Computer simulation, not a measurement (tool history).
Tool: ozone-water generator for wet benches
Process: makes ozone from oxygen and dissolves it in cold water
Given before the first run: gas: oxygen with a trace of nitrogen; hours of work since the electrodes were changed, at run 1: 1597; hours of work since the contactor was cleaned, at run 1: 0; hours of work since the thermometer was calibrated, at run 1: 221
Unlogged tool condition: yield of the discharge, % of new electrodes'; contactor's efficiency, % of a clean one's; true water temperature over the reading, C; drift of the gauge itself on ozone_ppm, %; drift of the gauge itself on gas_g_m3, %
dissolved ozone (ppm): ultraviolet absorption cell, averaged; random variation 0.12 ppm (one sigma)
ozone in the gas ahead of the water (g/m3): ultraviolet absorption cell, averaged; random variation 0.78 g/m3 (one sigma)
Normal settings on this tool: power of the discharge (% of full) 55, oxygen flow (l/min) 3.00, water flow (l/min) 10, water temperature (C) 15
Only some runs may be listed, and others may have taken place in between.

run	day	power of the discharge (% of full)	oxygen flow (l/min)	water flow (l/min)	water temperature (C)	hours of work since the electrodes were changed	hours of work since the contactor was cleaned	hours of work since the thermometer was calibrated	dissolved ozone (ppm)	ozone in the gas ahead of the water (g/m3)
1	0.000	55	3.00	10	15	1597	0	221	16.5	120.2
2	5.404	55	3.00	10	12	1709	112	333	17.1	119.4
3	8.950	55	3.00	10	12	1782	185	406	17.1	119.0
4	13.875	55	3.00	10	12	1883	286	508	17.3	118.6
5	17.342	55	3.00	10	15	1955	358	579	16.6	119.5
6	21.850	55	3.00	10	15	2048	451	672	16.2	118.5
7	27.375	55	3.00	11	15	2162	565	786	15.4	117.9
8	33.729	55	4.21	10	15	2293	696	917	16.4	100.4
9	37.033	51	3.07	9	8	2361	764	985	18.6	109.7
# day 37.571: contactor cleaned
10	43.646	70	1.84	12	10	2494	125	1118	17.1	181.4
11	47.254	70	1.84	12	10	2568	200	1193	16.8	179.4
12	50.992	41	5.25	9	10	2645	277	1270	14.9	71.4
13	58.383	41	5.25	9	10	2798	429	1422	14.7	71.4

4 options for the next run, each taken on its own from the tool as it stands now. Forecast them:
A	62.221	52	5.25	9	14	2877	509	1502	?	?
B	62.221	75	3.00	10	15	2877	509	1502	?	?
C	62.221	41	1.95	11	14	2877	509	1502	?	?
D	62.221	56	2.01	13	15	2877	509	1502	?	?

run	dissolved ozone (ppm)	ozone in the gas ahead of the water (g/m3)
A	16.5	84.6
B	20.6	148.8
C	11.7	116.2
D	12.8	144.6
With no hidden state in the tool, these same runs would have given:
run	dissolved ozone (ppm)	ozone in the gas ahead of the water (g/m3)
A	17.1	86.7
B	21.4	153.8
C	12.0	118.4
D	13.3	148.5

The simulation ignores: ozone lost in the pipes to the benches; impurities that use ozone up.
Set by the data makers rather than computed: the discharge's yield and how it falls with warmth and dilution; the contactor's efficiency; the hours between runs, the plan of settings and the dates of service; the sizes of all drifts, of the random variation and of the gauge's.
